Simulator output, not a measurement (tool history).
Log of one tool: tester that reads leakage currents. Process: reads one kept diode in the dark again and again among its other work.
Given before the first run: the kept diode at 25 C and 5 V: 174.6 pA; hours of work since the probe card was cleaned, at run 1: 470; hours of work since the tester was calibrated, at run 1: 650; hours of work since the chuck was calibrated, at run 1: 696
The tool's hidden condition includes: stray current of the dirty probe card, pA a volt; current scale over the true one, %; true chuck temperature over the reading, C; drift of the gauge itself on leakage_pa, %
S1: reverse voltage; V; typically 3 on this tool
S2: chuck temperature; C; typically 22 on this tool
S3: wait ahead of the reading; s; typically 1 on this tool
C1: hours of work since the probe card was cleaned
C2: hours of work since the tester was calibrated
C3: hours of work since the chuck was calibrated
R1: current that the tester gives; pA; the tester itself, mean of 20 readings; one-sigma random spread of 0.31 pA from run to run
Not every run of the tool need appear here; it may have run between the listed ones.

Run 1, hour 0: usual settings; C1 470; C2 650; C3 696. Result: R1 109.82 pA.
Run 2, hour 44.6: usual settings; C1 500; C2 679; C3 726. Result: R1 110.21 pA.
Run 3, hour 78.8: usual settings; C1 522; C2 702; C3 749. Result: R1 109.58 pA.
Run 4, hour 125.3: usual settings; C1 553; C2 733; C3 780. Result: R1 110.77 pA.
Run 5, hour 171.4: usual settings; C1 584; C2 763; C3 810. Result: R1 111.05 pA.
Run 6, hour 194.4: usual settings; C1 599; C2 778; C3 825. Result: R1 110.79 pA.
Run 7, hour 224.4: usual settings; C1 619; C2 798; C3 845. Result: R1 111.2 pA.
Run 8, hour 271: usual settings but S1 17.36 V, S3 1.98 s; C1 650; C2 829; C3 876. Result: R1 285.47 pA.
Run 9, hour 307.7: usual settings but S1 17.36 V, S3 1.98 s; C1 674; C2 854; C3 900. Result: R1 287.2 pA.
Run 10, hour 340.6: usual settings but S1 3.47 V, S2 35 C, S3 0.97 s; C1 696; C2 875; C3 922. Result: R1 394.4 pA.
Run 11, hour 380.6: usual settings but S1 9.18 V, S2 38 C, S3 0.97 s; C1 722; C2 902; C3 949. Result: R1 862.09 pA.

Alternative continuations, all from the tool just after run 11; predict every row:
Run A, hour 407.4: usual settings but S1 1.48 V, S2 30 C, S3 1.88 s; C1 740; C2 920; C3 967. Result: R1 ?.
Run B, hour 407.4: usual settings but S2 20 C; C1 740; C2 920; C3 967. Result: R1 ?.
Run C, hour 407.4: usual settings but S1 3.71 V, S2 40 C, S3 0.43 s; C1 740; C2 920; C3 967. Result: R1 ?.
Run D, hour 407.4: usual settings but S1 9.18 V, S2 54 C, S3 1.62 s; C1 740; C2 920; C3 967. Result: R1 ?.
Run E, hour 407.4: usual settings but S1 3.64 V, S2 46 C, S3 1.09 s; C1 740; C2 920; C3 967. Result: R1 ?.

run       R1
  A   161.45
  B     92.9
  C   631.91
  D  3205.29
  E  1039.01
Stripped of hidden state, with their random variation kept, the same runs would have yielded:
run      R1
  A  147.32
  B   82.84
  C  581.13
  D  2973.3
  E  959.86
